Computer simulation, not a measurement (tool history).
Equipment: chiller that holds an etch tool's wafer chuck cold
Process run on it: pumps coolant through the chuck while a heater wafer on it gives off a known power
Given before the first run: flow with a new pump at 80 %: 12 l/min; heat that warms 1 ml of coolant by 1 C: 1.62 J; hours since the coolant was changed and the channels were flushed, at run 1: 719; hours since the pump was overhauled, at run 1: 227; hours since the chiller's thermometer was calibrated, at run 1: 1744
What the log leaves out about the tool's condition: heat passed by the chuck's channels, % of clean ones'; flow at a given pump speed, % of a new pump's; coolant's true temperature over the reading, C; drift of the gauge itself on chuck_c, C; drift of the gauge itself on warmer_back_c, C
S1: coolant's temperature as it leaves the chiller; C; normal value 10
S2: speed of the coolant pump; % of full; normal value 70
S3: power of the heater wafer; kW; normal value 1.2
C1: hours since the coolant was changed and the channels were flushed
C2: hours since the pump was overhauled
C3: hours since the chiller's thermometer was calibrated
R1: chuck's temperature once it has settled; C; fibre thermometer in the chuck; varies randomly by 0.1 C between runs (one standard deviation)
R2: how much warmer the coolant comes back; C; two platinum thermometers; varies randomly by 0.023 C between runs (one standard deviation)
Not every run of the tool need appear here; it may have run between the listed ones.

run   hour  S1  S2     S3    C1    C2    C3    R1    R2
  1      0  10  70    1.2   719   227  1744  27.2  4.28
  2   23.7  10  70    1.2   743   250  1768  27.2  4.33
  3   63.1  10  70    1.2   783   290  1807  27.4  4.33
  4  113.2  10  70    1.2   833   340  1857  27.2  4.29
  5  147.6  10  70    1.2   867   374  1891  27.4  4.35
  6  188.1  10  70    1.2   908   415  1932  27.3  4.29
  7  235.5  10  70    1.2   955   462  1979  27.3  4.31
  8    267  10  70    1.2   986   494  2011  27.5  4.34
  9    314  10  70    1.2  1033   541  2058  27.6  4.34
 10  344.4  10  70    1.2  1064   571  2088  27.7  4.35
 11  380.3  10  70    1.2  1100   607  2124  27.7  4.33
 12  413.6  10  70    1.2  1133   640  2157  27.5  4.34
 13  452.9  10  70    1.2  1172   680  2197  27.9  4.31
 14  499.8  10  70    1.2  1219   726  2244  27.9  4.36
 15  520.4   3  73  0.896  1240   747  2264  16.1  3.12
 16  544.1  15  92  1.437  1264   771  2288  31.9  3.88
 17  567.3   0  62  1.126  1287   794  2311  18.7  4.67
 18  588.5   0  62  1.126  1308   815  2332  18.8  4.68
 19  617.8  14  70    1.2  1337   844  2362  32.1  4.34
 20  644.6  10  70  0.765  1364   871  2388  21.8   2.8
 21  689.6  16  92  0.668  1409   916  2433  24.4  1.76
 22  722.7  20  61  0.965  1442   949  2467  36.4  4.08
 23  771.6  15  74  1.419  1491   998  2515  35.4  4.84
 24  809.3   7  65  1.789  1529  1036  2553  35.6  7.03
 25  849.8  10  70  0.644  1569  1076  2594  20.1  2.34
 26  893.6  18  72  0.833  1613  1120  2637  30.7  2.94

Below, each run's measurement less what the same run would have read without the hidden state. Both values contain the same run-to-run variation, but the gauge's scatter may not be the same in both:
run    R1     R2
  1    +1     +0
  2    +1     +0
  3    +1     +0
  4    +1  +0.01
  5  +1.2  +0.01
  6  +1.1  +0.01
  7  +1.2  +0.01
  8  +1.3  +0.02
  9  +1.4  +0.02
 10  +1.4  +0.03
 11  +1.4  +0.03
 12  +1.5  +0.03
 13  +1.6  +0.03
 14  +1.6  +0.04
 15  +1.3  +0.03
 16  +1.5  +0.04
 17  +1.7  +0.04
 18  +1.8  +0.04
 19  +1.7  +0.04
 20  +1.4  +0.03
 21  +1.2  +0.02
 22  +1.7  +0.04
 23  +2.1  +0.06
 24  +2.7  +0.09
 25  +1.4  +0.03
 26  +1.7  +0.04
